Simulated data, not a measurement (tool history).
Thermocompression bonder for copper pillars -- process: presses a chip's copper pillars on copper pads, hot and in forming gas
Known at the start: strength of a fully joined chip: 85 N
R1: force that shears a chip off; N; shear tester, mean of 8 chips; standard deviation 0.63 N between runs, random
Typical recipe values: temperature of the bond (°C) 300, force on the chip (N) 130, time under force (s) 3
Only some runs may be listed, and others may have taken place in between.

run 1 hour=0 | temperature_of_the_bond_(°C)=300 force_on_the_chip_(N)=130 time_under_force_(s)=3 | R1=32.3
run 2 hour=45.4 | temperature_of_the_bond_(°C)=300 force_on_the_chip_(N)=130 time_under_force_(s)=3 | R1=32.3
run 3 hour=75.3 | temperature_of_the_bond_(°C)=300 force_on_the_chip_(N)=130 time_under_force_(s)=3 | R1=30.5
-- hour=120.3 forming gas filter changed
run 4 hour=128.6 | temperature_of_the_bond_(°C)=300 force_on_the_chip_(N)=130 time_under_force_(s)=3 | R1=33.4
run 5 hour=173.9 | temperature_of_the_bond_(°C)=300 force_on_the_chip_(N)=130 time_under_force_(s)=3 | R1=34.3
-- hour=188.3 force cell calibrated
run 6 hour=215.9 | temperature_of_the_bond_(°C)=300 force_on_the_chip_(N)=130 time_under_force_(s)=3 | R1=31.4
run 7 hour=261.6 | temperature_of_the_bond_(°C)=300 force_on_the_chip_(N)=130 time_under_force_(s)=3 | R1=32.2
run 8 hour=290.4 | temperature_of_the_bond_(°C)=285 force_on_the_chip_(N)=130 time_under_force_(s)=3 | R1=27.2
run 9 hour=319.7 | temperature_of_the_bond_(°C)=285 force_on_the_chip_(N)=130 time_under_force_(s)=3 | R1=27.4
run 10 hour=361.5 | temperature_of_the_bond_(°C)=300 force_on_the_chip_(N)=130 time_under_force_(s)=3 | R1=30.8
run 11 hour=387.7 | temperature_of_the_bond_(°C)=300 force_on_the_chip_(N)=130 time_under_force_(s)=3 | R1=30.4
run 12 hour=434.6 | temperature_of_the_bond_(°C)=300 force_on_the_chip_(N)=130 time_under_force_(s)=3 | R1=30.1
run 13 hour=476.2 | temperature_of_the_bond_(°C)=300 force_on_the_chip_(N)=130 time_under_force_(s)=3 | R1=29
-- hour=499.3 force cell calibrated, once more
run 14 hour=525.2 | temperature_of_the_bond_(°C)=300 force_on_the_chip_(N)=187 time_under_force_(s)=3 | R1=45.2
-- hour=533.7 forming gas filter changed
run 15 hour=565.8 | temperature_of_the_bond_(°C)=300 force_on_the_chip_(N)=187 time_under_force_(s)=3 | R1=48
run 16 hour=615.9 | temperature_of_the_bond_(°C)=299 force_on_the_chip_(N)=101 time_under_force_(s)=3 | R1=27.9
run 17 hour=666 | temperature_of_the_bond_(°C)=323 force_on_the_chip_(N)=130 time_under_force_(s)=2 | R1=36.6
-- hour=710.5 heater calibrated with a thermocouple chip
run 18 hour=724.2 | temperature_of_the_bond_(°C)=328 force_on_the_chip_(N)=79 time_under_force_(s)=2 | R1=24.6
run 19 hour=760.1 | temperature_of_the_bond_(°C)=328 force_on_the_chip_(N)=79 time_under_force_(s)=2 | R1=24.2
run 20 hour=805.2 | temperature_of_the_bond_(°C)=328 force_on_the_chip_(N)=87 time_under_force_(s)=3 | R1=31.1
run 21 hour=838.7 | temperature_of_the_bond_(°C)=328 force_on_the_chip_(N)=87 time_under_force_(s)=3 | R1=31.5
run 22 hour=872.1 | temperature_of_the_bond_(°C)=281 force_on_the_chip_(N)=87 time_under_force_(s)=3 | R1=19.9
run 23 hour=912.6 | temperature_of_the_bond_(°C)=305 force_on_the_chip_(N)=139 time_under_force_(s)=2 | R1=33.4

Branching from run 23: 5 alternative next runs. What would each branch give?
run A hour=938.4 | temperature_of_the_bond_(°C)=294 force_on_the_chip_(N)=92 time_under_force_(s)=2 | R1=?
run B hour=938.4 | temperature_of_the_bond_(°C)=308 force_on_the_chip_(N)=130 time_under_force_(s)=9 | R1=?
run C hour=938.4 | temperature_of_the_bond_(°C)=305 force_on_the_chip_(N)=130 time_under_force_(s)=6 | R1=?
run D hour=938.4 | temperature_of_the_bond_(°C)=300 force_on_the_chip_(N)=95 time_under_force_(s)=3 | R1=?
run E hour=938.4 | temperature_of_the_bond_(°C)=309 force_on_the_chip_(N)=130 time_under_force_(s)=3 | R1=?

run=A R1=20.4
run=B R1=53.4
run=C R1=45.3
run=D R1=26.9
run=E R1=37.7
What these runs would have given with no unlogged condition in the tool:
run=A R1=22.8
run=B R1=59.2
run=C R1=50.3
run=D R1=30
run=E R1=42
